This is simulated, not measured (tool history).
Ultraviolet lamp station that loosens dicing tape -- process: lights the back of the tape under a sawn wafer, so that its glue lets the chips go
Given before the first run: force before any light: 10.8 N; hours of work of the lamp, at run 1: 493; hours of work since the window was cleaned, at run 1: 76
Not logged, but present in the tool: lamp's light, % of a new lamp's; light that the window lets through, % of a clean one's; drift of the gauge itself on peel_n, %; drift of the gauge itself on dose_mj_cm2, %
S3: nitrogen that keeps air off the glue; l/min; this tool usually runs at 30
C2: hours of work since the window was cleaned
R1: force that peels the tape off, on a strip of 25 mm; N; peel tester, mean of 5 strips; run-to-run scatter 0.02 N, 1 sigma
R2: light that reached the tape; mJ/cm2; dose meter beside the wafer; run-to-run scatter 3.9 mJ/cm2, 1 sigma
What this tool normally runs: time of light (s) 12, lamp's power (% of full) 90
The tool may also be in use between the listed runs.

Run 1, hour 0.0: usual settings; hours of work of the lamp 493; C2 76. Result: R1 0.970 N, R2 665 mJ/cm2.
Run 2, hour 33.4: usual settings; hours of work of the lamp 509; C2 92. Result: R1 0.962 N, R2 659 mJ/cm2.
Run 3, hour 72.8: usual settings but lamp's power (% of full) 97; hours of work of the lamp 528; C2 111. Result: R1 0.818 N, R2 717 mJ/cm2.
Run 4, hour 98.8: usual settings; hours of work of the lamp 541; C2 124. Result: R1 0.986 N, R2 666 mJ/cm2.
Run 5, hour 135.4: usual settings; hours of work of the lamp 559; C2 142. Result: R1 1.009 N, R2 662 mJ/cm2.
Run 6, hour 161.4: usual settings but time of light (s) 15; hours of work of the lamp 571; C2 154. Result: R1 0.603 N, R2 830 mJ/cm2.
Run 7, hour 195.6: usual settings but time of light (s) 15; hours of work of the lamp 588; C2 171. Result: R1 0.584 N, R2 828 mJ/cm2.
Run 8, hour 223.3: usual settings but time of light (s) 15; hours of work of the lamp 601; C2 184. Result: R1 0.582 N, R2 836 mJ/cm2.
Run 9, hour 242.6: usual settings but time of light (s) 15, lamp's power (% of full) 97; hours of work of the lamp 611; C2 194. Result: R1 0.478 N, R2 903 mJ/cm2.
Run 10, hour 282.9: usual settings but time of light (s) 15, lamp's power (% of full) 97; hours of work of the lamp 630; C2 213. Result: R1 0.471 N, R2 896 mJ/cm2.
Run 11, hour 317.8: usual settings but time of light (s) 15, lamp's power (% of full) 97; hours of work of the lamp 647; C2 230. Result: R1 0.474 N, R2 892 mJ/cm2.
Run 12, hour 357.5: usual settings but time of light (s) 15, lamp's power (% of full) 97; hours of work of the lamp 666; C2 250. Result: R1 0.484 N, R2 898 mJ/cm2.
Run 13, hour 377.3: usual settings but time of light (s) 15, lamp's power (% of full) 97; hours of work of the lamp 676; C2 259. Result: R1 0.467 N, R2 894 mJ/cm2.
Run 14, hour 397.9: usual settings but S3 11 l/min; hours of work of the lamp 686; C2 269. Result: R1 1.714 N, R2 663 mJ/cm2.
Run 15, hour 438.7: usual settings but lamp's power (% of full) 91; hours of work of the lamp 706; C2 289. Result: R1 0.968 N, R2 670 mJ/cm2.
Run 16, hour 458.7: usual settings but lamp's power (% of full) 91; hours of work of the lamp 715; C2 299. Result: R1 0.980 N, R2 673 mJ/cm2.
Run 17, hour 489.1: usual settings; hours of work of the lamp 730; C2 313. Result: R1 0.939 N, R2 656 mJ/cm2.
Run 18, hour 529.2: usual settings; hours of work of the lamp 750; C2 333. Result: R1 0.966 N, R2 667 mJ/cm2.
Run 19, hour 554.8: usual settings but time of light (s) 19; hours of work of the lamp 762; C2 345. Result: R1 0.334 N, R2 1046 mJ/cm2.
Run 20, hour 579.3: usual settings but time of light (s) 19; hours of work of the lamp 774; C2 357. Result: R1 0.325 N, R2 1049 mJ/cm2.
Run 21, hour 600.4: usual settings but time of light (s) 19; hours of work of the lamp 784; C2 367. Result: R1 0.335 N, R2 1056 mJ/cm2.
Run 22, hour 630.9: usual settings but time of light (s) 8, lamp's power (% of full) 76, S3 53 l/min; hours of work of the lamp 799; C2 382. Result: R1 2.186 N, R2 371 mJ/cm2.
Run 23, hour 656.2: usual settings but time of light (s) 14, lamp's power (% of full) 64; hours of work of the lamp 811; C2 394. Result: R1 1.428 N, R2 548 mJ/cm2.
Run 24, hour 678.0: usual settings but time of light (s) 14, lamp's power (% of full) 96, S3 17 l/min; hours of work of the lamp 822; C2 405. Result: R1 0.885 N, R2 832 mJ/cm2.
Run 25, hour 702.2: usual settings but time of light (s) 8, lamp's power (% of full) 96, S3 12 l/min; hours of work of the lamp 834; C2 417. Result: R1 2.770 N, R2 470 mJ/cm2.
Run 26, hour 726.0: usual settings but time of light (s) 6, S3 22 l/min; hours of work of the lamp 845; C2 428. Result: R1 3.451 N, R2 332 mJ/cm2.
Run 27, hour 762.3: usual settings but time of light (s) 6, S3 22 l/min; hours of work of the lamp 863; C2 446. Result: R1 3.503 N, R2 337 mJ/cm2.
Run 28, hour 801.2: usual settings but time of light (s) 9; hours of work of the lamp 882; C2 465. Result: R1 1.693 N, R2 501 mJ/cm2.
Run 29, hour 834.6: usual settings but time of light (s) 9; hours of work of the lamp 898; C2 481. Result: R1 1.710 N, R2 501 mJ/cm2.
Run 30, hour 869.3: usual settings but time of light (s) 9; hours of work of the lamp 915; C2 498. Result: R1 1.711 N, R2 499 mJ/cm2.
Run 31, hour 908.4: usual settings but time of light (s) 10, lamp's power (% of full) 95, S3 39 l/min; hours of work of the lamp 934; C2 517. Result: R1 1.112 N, R2 584 mJ/cm2.
Run 32, hour 925.8: usual settings but lamp's power (% of full) 60; hours of work of the lamp 942; C2 525. Result: R1 2.079 N, R2 439 mJ/cm2.
Run 33, hour 956.7: usual settings but time of light (s) 16, lamp's power (% of full) 80, S3 20 l/min; hours of work of the lamp 957; C2 540. Result: R1 0.896 N, R2 799 mJ/cm2.
At hour 959.1: window cleaned of glue's vapour.
Run 34, hour 979.8: usual settings but time of light (s) 16, lamp's power (% of full) 80, S3 20 l/min; hours of work of the lamp 968; C2 10. Result: R1 0.876 N, R2 782 mJ/cm2.
Run 35, hour 1007.7: usual settings; hours of work of the lamp 982; C2 24. Result: R1 0.947 N, R2 667 mJ/cm2.
Run 36, hour 1024.4: usual settings but time of light (s) 7, lamp's power (% of full) 99, S3 13 l/min; hours of work of the lamp 990; C2 32. Result: R1 3.183 N, R2 426 mJ/cm2.
Run 37, hour 1064.2: usual settings but S3 17 l/min; hours of work of the lamp 1009; C2 51. Result: R1 1.382 N, R2 662 mJ/cm2.
Run 38, hour 1086.9: usual settings but lamp's power (% of full) 85, S3 37 l/min; hours of work of the lamp 1020; C2 62. Result: R1 1.006 N, R2 624 mJ/cm2.
Run 39, hour 1118.3: usual settings but lamp's power (% of full) 85, S3 37 l/min; hours of work of the lamp 1035; C2 77. Result: R1 0.970 N, R2 627 mJ/cm2.
Run 40, hour 1147.8: usual settings but S3 54 l/min; hours of work of the lamp 1050; C2 92. Result: R1 0.709 N, R2 666 mJ/cm2.
Run 41, hour 1183.5: usual settings but lamp's power (% of full) 92; hours of work of the lamp 1067; C2 109. Result: R1 0.933 N, R2 680 mJ/cm2.
Run 42, hour 1201.9: usual settings but time of light (s) 16, lamp's power (% of full) 67, S3 12 l/min; hours of work of the lamp 1076; C2 118. Result: R1 1.771 N, R2 652 mJ/cm2.

Hidden state at the last listed run before each entry between runs and at the first one after, where it differs:
Runs 33 to 34: window cleaned of glue's vapour (hour 959.1)
  light that the window lets through, % of a clean one's: 99.9 -> 100
